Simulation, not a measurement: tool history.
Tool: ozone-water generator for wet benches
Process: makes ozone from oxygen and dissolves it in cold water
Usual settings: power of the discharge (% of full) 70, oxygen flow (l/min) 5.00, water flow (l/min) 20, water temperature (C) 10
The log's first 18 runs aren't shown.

run    hour  power of the discharge (% of full)  oxygen flow (l/min)  water flow (l/min)  water temperature (C)  dissolved ozone (ppm)  ozone in the gas ahead of the water (g/m3)
 19   681.3                                  76                 3.97                  15                     10                   18.6                                       201.9
 20   715.0                                  95                 5.21                  17                      7                   21.6                                       215.6
 21   747.8                                  95                 5.21                  17                      7                   21.6                                       215.9
 22   799.4                                  95                 5.21                  17                      7                   21.4                                       215.2
 23   823.7                                  70                 3.69                  20                     14                   12.4                                       195.7
 24   868.3                                  91                 3.69                  20                     14                   15.2                                       238.0
 25   890.8                                  70                 3.84                  20                     10                   13.2                                       192.0
 26   930.4                                  70                 3.84                  20                     10                   13.1                                       192.2
      949.0  -- contactor cleaned
 27   984.9                                  70                 3.84                  20                     10                   13.7                                       192.0
 28  1034.2                                  70                 3.84                  20                     10                   13.8                                       190.3
 29  1075.9                                  47                 4.22                  32                      9                    6.4                                       134.4
 30  1127.6                                  87                 6.03                  32                      9                   11.5                                       192.3
 31  1183.1                                  70                 6.03                  27                      9                   11.5                                       156.5
 32  1227.2                                  71                 2.55                  20                     16                   11.7                                       230.2
 33  1280.8                                  71                 2.55                  20                      8                   12.4                                       229.5

Forecast each of these 3 alternatives for the next run:
  A  1324.6                                  40                 5.82                  20                      8                      ?                                           ?
  B  1324.6                                  93                 3.44                  20                     16                      ?                                           ?
  C  1324.6                                  41                 5.00                  20                     11                      ?                                           ?

run  dissolved ozone (ppm)  ozone in the gas ahead of the water (g/m3)
  A                   10.0                                       104.2
  B                   15.8                                       249.1
  C                    9.4                                       113.1
Without the tool's hidden state the same runs would have given:
run  dissolved ozone (ppm)  ozone in the gas ahead of the water (g/m3)
  A                   10.2                                       106.2
  B                   16.5                                       259.7
  C                    9.6                                       115.3
